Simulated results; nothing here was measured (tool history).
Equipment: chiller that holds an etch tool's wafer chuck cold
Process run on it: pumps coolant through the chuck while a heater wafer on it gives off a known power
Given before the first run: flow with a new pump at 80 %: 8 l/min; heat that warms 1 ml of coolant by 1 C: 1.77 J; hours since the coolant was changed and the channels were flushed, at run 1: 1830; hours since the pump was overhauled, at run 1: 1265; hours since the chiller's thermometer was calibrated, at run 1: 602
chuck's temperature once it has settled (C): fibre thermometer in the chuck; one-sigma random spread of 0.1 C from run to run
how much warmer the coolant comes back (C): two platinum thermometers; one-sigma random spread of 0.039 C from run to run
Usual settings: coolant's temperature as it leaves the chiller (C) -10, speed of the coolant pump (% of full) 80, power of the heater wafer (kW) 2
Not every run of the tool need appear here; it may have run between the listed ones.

run	hour	coolant's temperature as it leaves the chiller (C)	speed of the coolant pump (% of full)	power of the heater wafer (kW)	hours since the coolant was changed and the channels were flushed	hours since the pump was overhauled	hours since the chiller's thermometer was calibrated	chuck's temperature once it has settled (C)	how much warmer the coolant comes back (C)
1	0	-10	80	2	1830	1265	602	12	8.87
2	45.7	-10	80	2	1875	1311	648	12.3	8.89
3	90.7	-10	80	2	1921	1356	693	12.1	8.91
4	115.9	-10	80	2	1946	1381	718	12.2	8.93
5	138.3	-10	80	2	1968	1404	740	12.2	8.96
6	187.3	-10	80	1.799	2017	1453	789	10.1	8.08
7	228.4	-10	80	1.799	2058	1494	830	10	8.08
8	253.7	-10	80	2	2083	1519	856	12.5	9.03
9	298.4	-7	80	2	2128	1564	900	15.4	9.01
10	332.8	-7	80	2	2163	1598	935	15.5	8.97
11	364.4	-7	80	2	2194	1630	966	15.7	9.02
12	388.5	-10	63	2	2218	1654	990	15.9	11.43
13	415.9	-10	63	2	2246	1681	1018	16.1	11.51
# hour 423.8: coolant pump overhauled
14	462.7	-10	63	2	2288	39	1060	16.6	11.71
15	514.9	-10	63	2.942	2340	91	1112	29.1	17.26
16	567.3	-11	80	2	2392	144	1164	12.1	9.25
17	611.6	-8	66	2	2436	188	1209	17.7	11.36
18	658.2	-11	80	2	2483	234	1255	12.1	9.28
# hour 682.8: coolant pump overhauled, once more
19	695.4	-10	80	1.179	2515	13	1287	2.8	4.99
20	726.4	-10	88	1.983	2546	44	1318	10.6	7.61
21	771.6	-5	65	1.003	2591	89	1364	7.5	5.2
22	797.5	-10	73	2.701	2617	115	1389	21.3	12.57
23	825.4	-5	80	2	2645	143	1417	17	8.43
24	877.5	-5	80	2	2697	195	1470	17.2	8.53
25	901.9	-5	63	2	2722	219	1494	20.6	10.89
26	940.5	-5	63	2	2760	258	1532	20.5	10.88
27	993.2	-1	65	1.377	2813	310	1585	16.3	7.22
28	1037.8	0	65	2.564	2858	355	1630	32.3	13.57
29	1068.6	0	65	2.564	2888	386	1661	32.2	13.5
30	1110.8	0	64	2.274	2931	428	1703	28.9	12.16
31	1145	0	64	2.274	2965	462	1737	29.2	12.13
32	1193.9	-10	76	1.387	3014	511	1786	5.9	6.24

A few steps of chuck's temperature once it has settled (C) between consecutive runs. Split each: what settings, incoming material and random variation would produce without the hidden state, and what is left over for the hidden state, along with gauge scatter present in only one of the two compared results (measured, and without hidden state):
Hidden state at play: heat passed by the chuck's channels, % of clean ones'; flow at a given pump speed, % of a new pump's; coolant's true temperature over the reading, C; drift of the gauge itself on chuck_c, C; drift of the gauge itself on warmer_back_c, C.
Run 15 -> 16: coolant's temperature as it leaves the chiller (C) -10 -> -11, speed of the coolant pump (% of full) 63 -> 80, power of the heater wafer (kW) 2.942 -> 2. chuck's temperature once it has settled (C) -17: hidden state -1.8, all else -15.2.
Run 18 -> 19: coolant's temperature as it leaves the chiller (C) -11 -> -10, power of the heater wafer (kW) 2 -> 1.179, coolant pump overhauled, once more. chuck's temperature once it has settled (C) -9.3: hidden state -2, all else -7.3.
Run 21 -> 22: coolant's temperature as it leaves the chiller (C) -5 -> -10, speed of the coolant pump (% of full) 65 -> 73, power of the heater wafer (kW) 1.003 -> 2.701. chuck's temperature once it has settled (C) +13.8: hidden state +1.5, all else +12.3.
Run 27 -> 28: coolant's temperature as it leaves the chiller (C) -1 -> 0, power of the heater wafer (kW) 1.377 -> 2.564. chuck's temperature once it has settled (C) +16: hidden state +1.4, all else +14.6.
Run 31 -> 32: coolant's temperature as it leaves the chiller (C) 0 -> -10, speed of the coolant pump (% of full) 64 -> 76, power of the heater wafer (kW) 2.274 -> 1.387. chuck's temperature once it has settled (C) -23.3: hidden state -1.1, all else -22.2.
